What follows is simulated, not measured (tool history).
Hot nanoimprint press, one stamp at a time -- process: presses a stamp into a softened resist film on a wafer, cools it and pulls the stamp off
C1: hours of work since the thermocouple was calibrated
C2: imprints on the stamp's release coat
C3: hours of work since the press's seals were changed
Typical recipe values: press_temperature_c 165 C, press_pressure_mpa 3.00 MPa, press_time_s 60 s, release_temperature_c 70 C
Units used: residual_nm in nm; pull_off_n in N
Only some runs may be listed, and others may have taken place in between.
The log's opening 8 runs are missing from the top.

run 9 hour=73.4 | press_temperature_c=165 press_pressure_mpa=4.53 press_time_s=32 release_temperature_c=70 | C1=165 C2=447 C3=92 | residual_nm=106.9 pull_off_n=228
run 10 hour=83.1 | press_temperature_c=169 press_pressure_mpa=3.00 press_time_s=60 release_temperature_c=70 | C1=171 C2=471 C3=98 | residual_nm=82.7 pull_off_n=231
run 11 hour=95.1 | press_temperature_c=169 press_pressure_mpa=3.00 press_time_s=60 release_temperature_c=70 | C1=177 C2=500 C3=104 | residual_nm=82.7 pull_off_n=229
run 12 hour=102.1 | press_temperature_c=169 press_pressure_mpa=3.00 press_time_s=60 release_temperature_c=70 | C1=181 C2=516 C3=108 | residual_nm=82.5 pull_off_n=231
run 13 hour=110.1 | press_temperature_c=165 press_pressure_mpa=3.00 press_time_s=60 release_temperature_c=70 | C1=186 C2=536 C3=113 | residual_nm=104.4 pull_off_n=229
-- hour=115.2 gauge calibrated
run 14 hour=122.2 | press_temperature_c=165 press_pressure_mpa=3.00 press_time_s=60 release_temperature_c=70 | C1=192 C2=565 C3=119 | residual_nm=101.4 pull_off_n=227
run 15 hour=128.9 | press_temperature_c=165 press_pressure_mpa=3.00 press_time_s=60 release_temperature_c=70 | C1=196 C2=581 C3=123 | residual_nm=101.5 pull_off_n=230
run 16 hour=137.3 | press_temperature_c=165 press_pressure_mpa=3.00 press_time_s=60 release_temperature_c=70 | C1=201 C2=601 C3=128 | residual_nm=101.9 pull_off_n=231
run 17 hour=149.9 | press_temperature_c=165 press_pressure_mpa=3.95 press_time_s=60 release_temperature_c=76 | C1=208 C2=632 C3=135 | residual_nm=88.4 pull_off_n=216
run 18 hour=156.0 | press_temperature_c=154 press_pressure_mpa=3.95 press_time_s=60 release_temperature_c=66 | C1=211 C2=646 C3=138 | residual_nm=162.5 pull_off_n=239
run 19 hour=163.6 | press_temperature_c=165 press_pressure_mpa=3.00 press_time_s=111 release_temperature_c=60 | C1=215 C2=664 C3=142 | residual_nm=80.7 pull_off_n=247
run 20 hour=172.1 | press_temperature_c=165 press_pressure_mpa=3.00 press_time_s=94 release_temperature_c=73 | C1=220 C2=685 C3=147 | residual_nm=85.6 pull_off_n=219
run 21 hour=180.2 | press_temperature_c=165 press_pressure_mpa=3.00 press_time_s=94 release_temperature_c=73 | C1=225 C2=704 C3=152 | residual_nm=86.5 pull_off_n=224

Run 22, settings as shown, results not yet in. Your forecast:
run 22 hour=190.4 | press_temperature_c=165 press_pressure_mpa=3.00 press_time_s=94 release_temperature_c=73 | C1=230 C2=729 C3=157 | residual_nm=? pull_off_n=?

Logged for run 22: residual_nm 86.9 nm, pull_off_n 226 N.
Had the tool carried no hidden state, the very same run would have given residual_nm 85.5 nm, pull_off_n 225 N.
